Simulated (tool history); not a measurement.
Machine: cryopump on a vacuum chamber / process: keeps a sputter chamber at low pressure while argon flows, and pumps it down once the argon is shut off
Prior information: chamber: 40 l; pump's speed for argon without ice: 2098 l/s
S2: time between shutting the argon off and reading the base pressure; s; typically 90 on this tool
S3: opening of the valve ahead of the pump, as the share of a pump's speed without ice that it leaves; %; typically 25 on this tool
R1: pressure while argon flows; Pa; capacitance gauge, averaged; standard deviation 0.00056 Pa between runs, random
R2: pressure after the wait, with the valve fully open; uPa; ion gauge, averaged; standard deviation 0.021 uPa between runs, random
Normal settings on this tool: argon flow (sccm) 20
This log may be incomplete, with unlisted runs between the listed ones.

Run 1, hour 0: usual settings. Result: R1 0.0662 Pa, R2 0.41 uPa.
Run 2, hour 45.7: usual settings. Result: R1 0.0658 Pa, R2 0.4 uPa.
Run 3, hour 89.4: usual settings. Result: R1 0.0657 Pa, R2 0.46 uPa.
Run 4, hour 124.8: usual settings. Result: R1 0.0661 Pa, R2 0.45 uPa.
Run 5, hour 163.7: usual settings but S2 84 s. Result: R1 0.0663 Pa, R2 0.55 uPa.
Run 6, hour 192: usual settings. Result: R1 0.0665 Pa, R2 0.51 uPa.
Run 7, hour 239.4: usual settings. Result: R1 0.0669 Pa, R2 0.49 uPa.
Run 8, hour 284.5: usual settings but S3 50 %. Result: R1 0.0334 Pa, R2 0.52 uPa.
Run 9, hour 325: usual settings but argon flow (sccm) 32. Result: R1 0.1061 Pa, R2 0.52 uPa.
Run 10, hour 348.4: usual settings but S2 199 s. Result: R1 0.0669 Pa, R2 0.44 uPa.
Run 11, hour 380.7: usual settings but S2 199 s. Result: R1 0.0666 Pa, R2 0.45 uPa.
Run 12, hour 412.7: usual settings but S2 199 s. Result: R1 0.0667 Pa, R2 0.45 uPa.
Run 13, hour 453.2: usual settings but S2 199 s. Result: R1 0.0672 Pa, R2 0.48 uPa.
Run 14, hour 480.1: usual settings. Result: R1 0.068 Pa, R2 0.57 uPa.
Run 15, hour 514: usual settings. Result: R1 0.0666 Pa, R2 0.62 uPa.
Run 16, hour 539.8: usual settings. Result: R1 0.0672 Pa, R2 0.62 uPa.
Run 17, hour 580.3: usual settings but argon flow (sccm) 13. Result: R1 0.0436 Pa, R2 0.61 uPa.
Run 18, hour 618: usual settings but argon flow (sccm) 17, S2 230 s. Result: R1 0.0563 Pa, R2 0.53 uPa.
Run 19, hour 668.1: usual settings but argon flow (sccm) 17, S2 139 s, S3 20 %. Result: R1 0.071 Pa, R2 0.59 uPa.
Run 20, hour 722.4: usual settings but argon flow (sccm) 31, S2 129 s, S3 20 %. Result: R1 0.1305 Pa, R2 0.62 uPa.
Run 21, hour 758.2: usual settings but argon flow (sccm) 30, S2 67 s. Result: R1 0.1038 Pa, R2 0.74 uPa.
Run 22, hour 787.4: usual settings but argon flow (sccm) 30, S2 124 s. Result: R1 0.1029 Pa, R2 0.66 uPa.
Run 23, hour 816.9: usual settings but S2 103 s, S3 26 %. Result: R1 0.0657 Pa, R2 0.67 uPa.
Run 24, hour 854.3: usual settings but S2 103 s, S3 26 %. Result: R1 0.0664 Pa, R2 0.71 uPa.

Estimate the outcome of run 25 from the log above:
Run 25, hour 887.6: usual settings but S2 48 s, S3 35 %. Result: R1 ?, R2 ?.

R1: 0.0495 Pa
R2: 0.87 uPa
If the tool had no hidden condition, the same run with the same run-to-run variation would have returned R1 0.0452 Pa, R2 0.44 uPa.

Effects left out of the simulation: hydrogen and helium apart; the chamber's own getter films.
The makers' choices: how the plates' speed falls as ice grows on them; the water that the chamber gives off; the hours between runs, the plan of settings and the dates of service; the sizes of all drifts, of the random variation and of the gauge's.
